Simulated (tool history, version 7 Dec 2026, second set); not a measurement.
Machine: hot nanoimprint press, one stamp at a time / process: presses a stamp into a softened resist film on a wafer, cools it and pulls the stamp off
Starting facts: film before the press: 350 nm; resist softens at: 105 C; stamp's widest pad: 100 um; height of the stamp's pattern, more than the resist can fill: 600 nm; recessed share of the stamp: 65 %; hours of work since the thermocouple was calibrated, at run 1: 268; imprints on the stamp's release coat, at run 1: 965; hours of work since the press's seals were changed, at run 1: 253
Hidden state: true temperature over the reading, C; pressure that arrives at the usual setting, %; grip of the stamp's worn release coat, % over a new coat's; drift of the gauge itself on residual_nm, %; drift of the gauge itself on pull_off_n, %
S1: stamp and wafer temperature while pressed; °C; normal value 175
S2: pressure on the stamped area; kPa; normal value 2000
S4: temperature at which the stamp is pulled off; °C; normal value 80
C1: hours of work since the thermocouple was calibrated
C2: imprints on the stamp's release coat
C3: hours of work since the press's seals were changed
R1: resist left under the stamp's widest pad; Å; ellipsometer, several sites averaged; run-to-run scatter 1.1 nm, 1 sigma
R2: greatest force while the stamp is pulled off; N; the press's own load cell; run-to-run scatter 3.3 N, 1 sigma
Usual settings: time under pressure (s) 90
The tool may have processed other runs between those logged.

{"run": 1, "hour": 0.0, "S1": 175, "S2": 2000, "time under pressure (s)": 90, "S4": 80, "C1": 268, "C2": 965, "C3": 253, "R1": 1636, "R2": 166}
{"run": 2, "hour": 19.8, "S1": 175, "S2": 2000, "time under pressure (s)": 90, "S4": 80, "C1": 279, "C2": 1038, "C3": 265, "R1": 1653, "R2": 166}
{"run": 3, "hour": 28.8, "S1": 175, "S2": 2000, "time under pressure (s)": 90, "S4": 80, "C1": 285, "C2": 1072, "C3": 270, "R1": 1633, "R2": 177}
{"run": 4, "hour": 43.2, "S1": 175, "S2": 2000, "time under pressure (s)": 90, "S4": 80, "C1": 293, "C2": 1125, "C3": 279, "R1": 1648, "R2": 172}
{"run": 5, "hour": 52.9, "S1": 175, "S2": 2000, "time under pressure (s)": 90, "S4": 80, "C1": 299, "C2": 1160, "C3": 284, "R1": 1634, "R2": 175}
{"hour": 64.2, "done": "plate thermocouple calibrated"}
{"run": 6, "hour": 65.5, "S1": 175, "S2": 2000, "time under pressure (s)": 90, "S4": 76, "C1": 1, "C2": 1196, "C3": 290, "R1": 1715, "R2": 183}
{"run": 7, "hour": 77.3, "S1": 175, "S2": 2040, "time under pressure (s)": 90, "S4": 80, "C1": 8, "C2": 1240, "C3": 297, "R1": 1713, "R2": 177}
{"run": 8, "hour": 89.5, "S1": 175, "S2": 2000, "time under pressure (s)": 90, "S4": 80, "C1": 15, "C2": 1284, "C3": 304, "R1": 1723, "R2": 174}
{"run": 9, "hour": 109.9, "S1": 175, "S2": 2000, "time under pressure (s)": 90, "S4": 80, "C1": 27, "C2": 1360, "C3": 316, "R1": 1722, "R2": 175}
{"run": 10, "hour": 120.2, "S1": 175, "S2": 2000, "time under pressure (s)": 90, "S4": 80, "C1": 33, "C2": 1398, "C3": 322, "R1": 1728, "R2": 179}
{"run": 11, "hour": 132.1, "S1": 175, "S2": 2000, "time under pressure (s)": 90, "S4": 80, "C1": 40, "C2": 1442, "C3": 329, "R1": 1701, "R2": 179}
{"run": 12, "hour": 148.0, "S1": 175, "S2": 2000, "time under pressure (s)": 90, "S4": 80, "C1": 49, "C2": 1500, "C3": 339, "R1": 1706, "R2": 184}
{"hour": 161.0, "done": "stamp cleaned and given a new release coat"}
{"run": 13, "hour": 163.4, "S1": 175, "S2": 1880, "time under pressure (s)": 90, "S4": 80, "C1": 55, "C2": 9, "C3": 344, "R1": 1741, "R2": 159}
{"run": 14, "hour": 177.3, "S1": 175, "S2": 1880, "time under pressure (s)": 90, "S4": 80, "C1": 63, "C2": 60, "C3": 352, "R1": 1746, "R2": 162}
{"run": 15, "hour": 197.9, "S1": 175, "S2": 2000, "time under pressure (s)": 90, "S4": 80, "C1": 75, "C2": 136, "C3": 365, "R1": 1701, "R2": 156}
{"run": 16, "hour": 214.3, "S1": 175, "S2": 2000, "time under pressure (s)": 90, "S4": 80, "C1": 85, "C2": 197, "C3": 374, "R1": 1693, "R2": 157}
{"run": 17, "hour": 230.1, "S1": 175, "S2": 2000, "time under pressure (s)": 90, "S4": 80, "C1": 94, "C2": 255, "C3": 384, "R1": 1707, "R2": 158}
{"run": 18, "hour": 242.9, "S1": 179, "S2": 1700, "time under pressure (s)": 170, "S4": 71, "C1": 102, "C2": 302, "C3": 391, "R1": 1183, "R2": 172}
{"run": 19, "hour": 260.6, "S1": 179, "S2": 1700, "time under pressure (s)": 170, "S4": 71, "C1": 112, "C2": 368, "C3": 402, "R1": 1174, "R2": 180}
{"run": 20, "hour": 278.4, "S1": 171, "S2": 1700, "time under pressure (s)": 170, "S4": 75, "C1": 123, "C2": 433, "C3": 412, "R1": 1682, "R2": 171}
{"run": 21, "hour": 289.2, "S1": 171, "S2": 1700, "time under pressure (s)": 111, "S4": 72, "C1": 129, "C2": 473, "C3": 418, "R1": 1956, "R2": 183}
{"run": 22, "hour": 299.4, "S1": 171, "S2": 1700, "time under pressure (s)": 111, "S4": 72, "C1": 135, "C2": 511, "C3": 424, "R1": 1964, "R2": 179}
{"run": 23, "hour": 318.7, "S1": 175, "S2": 2000, "time under pressure (s)": 145, "S4": 69, "C1": 147, "C2": 582, "C3": 436, "R1": 1396, "R2": 182}
{"run": 24, "hour": 337.4, "S1": 177, "S2": 2940, "time under pressure (s)": 68, "S4": 85, "C1": 158, "C2": 651, "C3": 447, "R1": 1493, "R2": 159}
{"run": 25, "hour": 351.6, "S1": 177, "S2": 3110, "time under pressure (s)": 165, "S4": 85, "C1": 166, "C2": 703, "C3": 455, "R1": 985, "R2": 157}
{"run": 26, "hour": 373.5, "S1": 177, "S2": 1930, "time under pressure (s)": 73, "S4": 85, "C1": 179, "C2": 784, "C3": 468, "R1": 1708, "R2": 159}
{"run": 27, "hour": 384.1, "S1": 176, "S2": 1960, "time under pressure (s)": 101, "S4": 86, "C1": 185, "C2": 823, "C3": 475, "R1": 1554, "R2": 157}
{"run": 28, "hour": 393.8, "S1": 176, "S2": 1960, "time under pressure (s)": 101, "S4": 86, "C1": 191, "C2": 859, "C3": 480, "R1": 1563, "R2": 161}
{"run": 29, "hour": 405.8, "S1": 176, "S2": 1960, "time under pressure (s)": 101, "S4": 86, "C1": 198, "C2": 903, "C3": 487, "R1": 1559, "R2": 156}
{"run": 30, "hour": 416.2, "S1": 177, "S2": 2260, "time under pressure (s)": 88, "S4": 80, "C1": 204, "C2": 942, "C3": 493, "R1": 1486, "R2": 167}

Here are 3 independent what-if runs from the current tool condition. What would each one return?
{"run": "A", "hour": 430.6, "S1": 177, "S2": 1720, "time under pressure (s)": 46, "S4": 80, "C1": 213, "C2": 995, "C3": 502, "R1": "?", "R2": "?"}
{"run": "B", "hour": 430.6, "S1": 173, "S2": 2260, "time under pressure (s)": 88, "S4": 80, "C1": 213, "C2": 995, "C3": 502, "R1": "?", "R2": "?"}
{"run": "C", "hour": 430.6, "S1": 187, "S2": 2480, "time under pressure (s)": 90, "S4": 79, "C1": 213, "C2": 995, "C3": 502, "R1": "?", "R2": "?"}

run=A R1=2045 R2=171
run=B R1=1746 R2=168
run=C R1=919 R2=176
Without the tool's hidden state the same runs would have given:
run=A R1=2099 R2=159
run=B R1=1801 R2=156
run=C R1=946 R2=164

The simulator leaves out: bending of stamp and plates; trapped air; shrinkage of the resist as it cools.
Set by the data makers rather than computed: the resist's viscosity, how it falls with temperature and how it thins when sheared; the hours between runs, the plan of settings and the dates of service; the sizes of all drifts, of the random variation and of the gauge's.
